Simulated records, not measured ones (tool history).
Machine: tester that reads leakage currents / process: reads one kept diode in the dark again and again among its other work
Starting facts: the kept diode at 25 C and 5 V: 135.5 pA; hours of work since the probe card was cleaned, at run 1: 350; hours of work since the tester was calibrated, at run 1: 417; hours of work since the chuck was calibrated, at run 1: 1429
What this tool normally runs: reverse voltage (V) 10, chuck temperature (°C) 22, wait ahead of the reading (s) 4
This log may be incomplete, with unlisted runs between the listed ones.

| run | hour | reverse voltage (V) | chuck temperature (°C) | wait ahead of the reading (s) | hours of work since the probe card was cleaned | hours of work since the tester was calibrated | hours of work since the chuck was calibrated | current that the tester gives (pA) |
|---|---|---|---|---|---|---|---|---|
| 1 | 0 | 10 | 22 | 4 | 350 | 417 | 1429 | 134.93 |
| 2 | 32.9 | 10 | 22 | 4 | 376 | 443 | 1455 | 135.27 |
| 3 | 75.8 | 10 | 22 | 4 | 410 | 477 | 1489 | 135.97 |
| 4 | 135.4 | 10 | 22 | 4 | 457 | 525 | 1536 | 135.24 |
| 5 | 178.2 | 10 | 22 | 4 | 491 | 559 | 1570 | 134.87 |
| 6 | 230.7 | 10 | 22 | 4 | 533 | 600 | 1611 | 134.85 |
| 7 | 257.9 | 10 | 38 | 4 | 554 | 622 | 1633 | 512.79 |
| 8 | 291.4 | 10 | 22 | 4 | 581 | 648 | 1659 | 134.97 |
|  | 298.2 | chuck's temperature calibrated |
| 9 | 344.4 | 10 | 22 | 4 | 621 | 689 | 37 | 133.73 |
| 10 | 375.3 | 10 | 22 | 4 | 646 | 713 | 61 | 132.4 |
| 11 | 410.1 | 1.2 | 22 | 4 | 673 | 741 | 89 | 50.92 |
| 12 | 437.2 | 1.2 | 22 | 4 | 695 | 762 | 110 | 51 |
| 13 | 462.9 | 1.2 | 22 | 4 | 715 | 783 | 130 | 50.86 |
| 14 | 498.6 | 1.2 | 49 | 1.46 | 743 | 811 | 159 | 459.49 |
| 15 | 541.6 | 2.8 | 49 | 0.34 | 777 | 845 | 193 | 669.82 |
| 16 | 600.5 | 5.2 | 23 | 4 | 824 | 892 | 240 | 107.05 |
|  | 643.4 | chuck's temperature calibrated, once more |
| 17 | 656.9 | 5.2 | 23 | 4 | 867 | 935 | 11 | 116.07 |
| 18 | 713.3 | 4.6 | 38 | 0.74 | 912 | 979 | 55 | 380.6 |
| 19 | 741 | 4.6 | 38 | 0.74 | 934 | 1001 | 77 | 379.76 |
| 20 | 797.3 | 6.7 | 36 | 0.74 | 979 | 1046 | 122 | 384.35 |
| 21 | 853.8 | 6.7 | 36 | 1.03 | 1023 | 1091 | 167 | 384.11 |
| 22 | 892.5 | 18.1 | 20 | 0.8 | 1054 | 1121 | 197 | 160.27 |
| 23 | 948.2 | 1.2 | 53 | 1.58 | 1098 | 1166 | 241 | 651.21 |

What if the next run were any one of these 4? Each begins from the tool's condition after run 23:
|  | 966.4 | probe card cleaned and baked |
| A | 1001.4 | 5.6 | 58 | 1.52 | 28 | 1205 | 281 | ? |
|  | 966.4 | probe card cleaned and baked |
| B | 1001.4 | 1.2 | 50 | 1.58 | 28 | 1205 | 281 | ? |
|  | 966.4 | probe card cleaned and baked |
| C | 1001.4 | 6.9 | 53 | 0.7 | 28 | 1205 | 281 | ? |
|  | 966.4 | probe card cleaned and baked |
| D | 1001.4 | 1.2 | 53 | 0.79 | 28 | 1205 | 281 | ? |

| run | current that the tester gives (pA) |
|---|---|
| A | 1832.11 |
| B | 523.31 |
| C | 1409.16 |
| D | 649.86 |
What these runs would have given with no unlogged condition in the tool:
| run | current that the tester gives (pA) |
|---|---|
| A | 1885.82 |
| B | 539.25 |
| C | 1451.38 |
| D | 669.38 |

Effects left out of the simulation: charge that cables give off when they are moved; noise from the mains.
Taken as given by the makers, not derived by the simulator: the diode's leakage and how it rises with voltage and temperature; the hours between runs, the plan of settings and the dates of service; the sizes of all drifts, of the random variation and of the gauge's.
